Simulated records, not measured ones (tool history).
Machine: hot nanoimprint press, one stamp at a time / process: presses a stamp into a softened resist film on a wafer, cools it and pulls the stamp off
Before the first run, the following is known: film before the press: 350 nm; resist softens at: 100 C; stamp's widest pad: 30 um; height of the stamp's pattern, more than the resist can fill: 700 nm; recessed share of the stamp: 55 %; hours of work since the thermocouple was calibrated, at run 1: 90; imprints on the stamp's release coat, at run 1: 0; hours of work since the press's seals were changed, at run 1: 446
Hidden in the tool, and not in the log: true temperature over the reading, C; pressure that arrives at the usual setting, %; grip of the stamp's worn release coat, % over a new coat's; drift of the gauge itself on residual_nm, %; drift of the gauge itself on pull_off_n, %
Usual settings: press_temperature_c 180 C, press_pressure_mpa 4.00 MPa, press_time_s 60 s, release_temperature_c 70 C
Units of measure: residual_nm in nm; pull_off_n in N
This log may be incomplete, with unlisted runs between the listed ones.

run	day	press_temperature_c	press_pressure_mpa	press_time_s	release_temperature_c	hours of work since the thermocouple was calibrated	imprints on the stamp's release coat	hours of work since the press's seals were changed	residual_nm	pull_off_n
1	0.000	180	4.00	60	70	90	0	446	201.3	165
2	2.838	180	4.00	60	70	140	285	495	201.7	171
3	5.829	180	4.00	60	65	191	584	547	201.9	188
4	9.167	180	4.00	60	65	249	918	605	203.1	185
# day 10.021: press's hydraulic seals changed and the load cell set to zero
5	12.812	180	4.00	30	70	307	1249	48	246.4	173
6	16.288	172	4.00	30	70	367	1597	109	283.2	173
# day 17.242: stamp cleaned and given a new release coat
# day 18.492: plate thermocouple calibrated
7	20.658	172	4.00	30	70	38	329	178	284.8	172
8	24.546	172	4.00	30	70	105	718	246	284.7	169
9	28.488	180	4.00	60	70	173	1112	314	203.5	172
10	32.688	184	4.95	53	72	246	1533	387	174.5	164
# day 34.621: stamp cleaned and given a new release coat
11	36.892	184	4.95	53	72	315	227	455	173.7	163
12	39.867	182	4.00	112	62	367	525	507	157.5	193
# day 41.979: plate thermocouple calibrated
13	43.179	180	4.35	49	60	21	844	562	210.6	198
# day 46.533: press's hydraulic seals changed and the load cell set to zero
14	46.817	180	4.35	92	60	78	1175	5	172.1	196
15	49.633	191	4.35	92	60	127	1457	54	125.7	204
# day 52.029: stamp cleaned and given a new release coat
16	52.054	169	4.35	110	60	165	3	91	222.6	201
17	55.892	188	4.00	60	70	231	387	158	167.2	168
18	58.671	181	4.00	60	70	279	665	206	200.5	172

Hidden state at the last listed run before each entry between runs and at the first one after, where it differs:
In the gap between runs 4 and 5: press's hydraulic seals changed and the load cell set to zero (day 10.021)
  true temperature over the reading, C: 0.04 -> 0.05; pressure that arrives at the usual setting, %: 99.83 -> 99.99; grip of the stamp's worn release coat, % over a new coat's: 0.9 -> 1.2; drift of the gauge itself on residual_nm, %: 0.33 -> 0.45
  measured less the result without the state, residual_nm: +0.7 -> +0.9 nm
In the gap between runs 6 and 7: stamp cleaned and given a new release coat (day 17.242); plate thermocouple calibrated (day 18.492)
  true temperature over the reading, C: 0.06 -> 0; pressure that arrives at the usual setting, %: 99.97 -> 99.95; grip of the stamp's worn release coat, % over a new coat's: 1.5 -> 0.3; drift of the gauge itself on residual_nm, %: 0.58 -> 0.72
  measured less the result without the state, residual_nm: +1.4 -> +2.1 nm
In the gap between runs 10 and 11: stamp cleaned and given a new release coat (day 34.621)
  true temperature over the reading, C: 0.03 -> 0.04; pressure that arrives at the usual setting, %: 99.89 -> 99.88; grip of the stamp's worn release coat, % over a new coat's: 1.4 -> 0.2; drift of the gauge itself on residual_nm, %: 1.15 -> 1.3
  measured less the result without the state, residual_nm: +2.0 -> +2.2 nm
In the gap between runs 12 and 13: plate thermocouple calibrated (day 41.979)
  true temperature over the reading, C: 0.05 -> 0.01; pressure that arrives at the usual setting, %: 99.86 -> 99.85; grip of the stamp's worn release coat, % over a new coat's: 0.5 -> 0.8; drift of the gauge itself on residual_nm, %: 1.4 -> 1.52
  measured less the result without the state, residual_nm: +2.0 -> +3.3 nm
In the gap between runs 13 and 14: press's hydraulic seals changed and the load cell set to zero (day 46.533)
  true temperature over the reading, C: 0.01 -> 0.02; pressure that arrives at the usual setting, %: 99.85 -> 99.99; grip of the stamp's worn release coat, % over a new coat's: 0.8 -> 1.1; drift of the gauge itself on residual_nm, %: 1.52 -> 1.64
  measured less the result without the state, residual_nm: +3.3 -> +2.7 nm
In the gap between runs 15 and 16: stamp cleaned and given a new release coat (day 52.029)
  true temperature over the reading, C: 0.02 -> 0.03; pressure that arrives at the usual setting, %: 99.97 -> 99.96; grip of the stamp's worn release coat, % over a new coat's: 1.4 -> 0; drift of the gauge itself on residual_nm, %: 1.74 -> 1.82
  measured less the result without the state, residual_nm: +2.1 -> +3.9 nm
